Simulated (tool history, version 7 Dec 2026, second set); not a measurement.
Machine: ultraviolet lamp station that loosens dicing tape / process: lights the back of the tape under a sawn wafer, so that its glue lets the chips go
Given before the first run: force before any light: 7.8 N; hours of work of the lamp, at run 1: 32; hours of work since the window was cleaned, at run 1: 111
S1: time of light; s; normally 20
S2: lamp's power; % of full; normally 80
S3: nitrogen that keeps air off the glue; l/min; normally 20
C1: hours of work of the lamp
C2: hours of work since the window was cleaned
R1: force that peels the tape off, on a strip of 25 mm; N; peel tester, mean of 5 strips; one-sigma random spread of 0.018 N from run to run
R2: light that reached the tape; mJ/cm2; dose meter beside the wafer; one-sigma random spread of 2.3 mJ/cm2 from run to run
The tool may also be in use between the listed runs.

Run 1, day 0.000: usual settings; C1 32; C2 111. Result: R1 0.953 N, R2 229 mJ/cm2.
Run 2, day 0.367: usual settings; C1 36; C2 114. Result: R1 0.953 N, R2 229 mJ/cm2.
Run 3, day 0.725: usual settings; C1 40; C2 118. Result: R1 0.934 N, R2 231 mJ/cm2.
Run 4, day 1.008: usual settings; C1 43; C2 121. Result: R1 0.970 N, R2 230 mJ/cm2.
Run 5, day 1.242: usual settings but S3 7 l/min; C1 45; C2 123. Result: R1 1.942 N, R2 230 mJ/cm2.
Run 6, day 1.571: usual settings but S2 94 % of full, S3 7 l/min; C1 49; C2 127. Result: R1 1.496 N, R2 268 mJ/cm2.
Run 7, day 1.779: usual settings; C1 51; C2 129. Result: R1 0.969 N, R2 229 mJ/cm2.
Run 8, day 1.971: usual settings; C1 53; C2 131. Result: R1 0.939 N, R2 230 mJ/cm2.
Run 9, day 2.138: usual settings but S1 23 s; C1 55; C2 133. Result: R1 0.729 N, R2 264 mJ/cm2.
Run 10, day 2.450: usual settings but S1 23 s; C1 58; C2 136. Result: R1 0.726 N, R2 262 mJ/cm2.
Run 11, day 2.708: usual settings but S2 78 % of full; C1 61; C2 139. Result: R1 1.038 N, R2 225 mJ/cm2.
Run 12, day 2.921: usual settings; C1 63; C2 141. Result: R1 0.979 N, R2 230 mJ/cm2.
Run 13, day 3.146: usual settings; C1 65; C2 143. Result: R1 0.949 N, R2 227 mJ/cm2.
Run 14, day 3.529: usual settings; C1 69; C2 147. Result: R1 0.975 N, R2 228 mJ/cm2.
Run 15, day 3.812: usual settings but S2 93 % of full; C1 72; C2 150. Result: R1 0.710 N, R2 267 mJ/cm2.
Run 16, day 4.050: usual settings but S2 93 % of full; C1 74; C2 153. Result: R1 0.697 N, R2 263 mJ/cm2.
Run 17, day 4.433: usual settings; C1 78; C2 157. Result: R1 0.973 N, R2 229 mJ/cm2.
At day 4.479: window cleaned of glue's vapour.
Run 18, day 4.721: usual settings; C1 81; C2 2. Result: R1 0.970 N, R2 228 mJ/cm2.
Run 19, day 4.942: usual settings; C1 84; C2 5. Result: R1 0.975 N, R2 227 mJ/cm2.
Run 20, day 5.167: usual settings but S1 18 s, S2 85 % of full; C1 86; C2 7. Result: R1 1.074 N, R2 217 mJ/cm2.
Run 21, day 5.354: usual settings but S1 17 s, S2 84 % of full; C1 88; C2 9. Result: R1 1.224 N, R2 205 mJ/cm2.
Run 22, day 5.579: usual settings but S1 30 s, S3 21 l/min; C1 90; C2 11. Result: R1 0.398 N, R2 335 mJ/cm2.
Run 23, day 5.746: usual settings but S1 30 s, S3 21 l/min; C1 92; C2 13. Result: R1 0.383 N, R2 340 mJ/cm2.
Run 24, day 5.921: usual settings but S1 30 s, S3 21 l/min; C1 94; C2 15. Result: R1 0.384 N, R2 339 mJ/cm2.
At day 6.042: window cleaned of glue's vapour, once more.
Run 25, day 6.317: usual settings but S1 30 s, S3 21 l/min; C1 98; C2 3. Result: R1 0.370 N, R2 347 mJ/cm2.
Run 26, day 6.512: usual settings but S2 79 % of full; C1 100; C2 5. Result: R1 0.935 N, R2 230 mJ/cm2.
Run 27, day 6.825: usual settings but S2 82 % of full, S3 11 l/min; C1 103; C2 8. Result: R1 1.364 N, R2 236 mJ/cm2.
Run 28, day 7.200: usual settings but S2 82 % of full, S3 11 l/min; C1 107; C2 12. Result: R1 1.360 N, R2 242 mJ/cm2.
Run 29, day 7.467: usual settings but S1 25 s, S2 73 % of full, S3 8 l/min; C1 110; C2 15. Result: R1 1.452 N, R2 266 mJ/cm2.
Run 30, day 7.688: usual settings but S1 25 s, S2 73 % of full, S3 8 l/min; C1 112; C2 17. Result: R1 1.447 N, R2 269 mJ/cm2.
Run 31, day 7.996: usual settings but S2 60 % of full, S3 15 l/min; C1 115; C2 20. Result: R1 1.828 N, R2 177 mJ/cm2.
Run 32, day 8.188: usual settings but S1 17 s, S2 74 % of full, S3 14 l/min; C1 117; C2 22. Result: R1 1.771 N, R2 181 mJ/cm2.
Run 33, day 8.346: usual settings but S1 12 s, S2 77 % of full, S3 14 l/min; C1 119; C2 24. Result: R1 2.591 N, R2 137 mJ/cm2.
Run 34, day 8.604: usual settings but S1 12 s, S2 77 % of full, S3 14 l/min; C1 121; C2 27. Result: R1 2.641 N, R2 131 mJ/cm2.
Run 35, day 8.862: usual settings but S1 12 s, S2 77 % of full, S3 14 l/min; C1 124; C2 29. Result: R1 2.632 N, R2 128 mJ/cm2.
Run 36, day 9.075: usual settings but S1 12 s, S2 77 % of full, S3 14 l/min; C1 126; C2 32. Result: R1 2.599 N, R2 135 mJ/cm2.
Run 37, day 9.333: usual settings but S1 24 s, S2 87 % of full, S3 14 l/min; C1 129; C2 34. Result: R1 0.737 N, R2 302 mJ/cm2.

What differs in the tool's unlogged condition from the final listed run ahead of each entry between runs to the first listed run following it?
Logged between run 17 and run 18: window cleaned of glue's vapour (day 4.479)
  lamp's light, % of a new lamp's: 97.6 -> 97.5; light that the window lets through, % of a clean one's: 95.6 -> 95.1
  measured value less the no-hidden-state value, R1: +0.127 -> +0.136 N; R2: -16 -> -18 mJ/cm2
Logged between run 24 and run 25: window cleaned of glue's vapour, once more (day 6.042)
  lamp's light, % of a new lamp's: 97.3 -> 97.2; light that the window lets through, % of a clean one's: 94.8 -> 99
  measured value less the no-hidden-state value, R1: +0.070 -> +0.033 N; R2: -28 -> -13 mJ/cm2
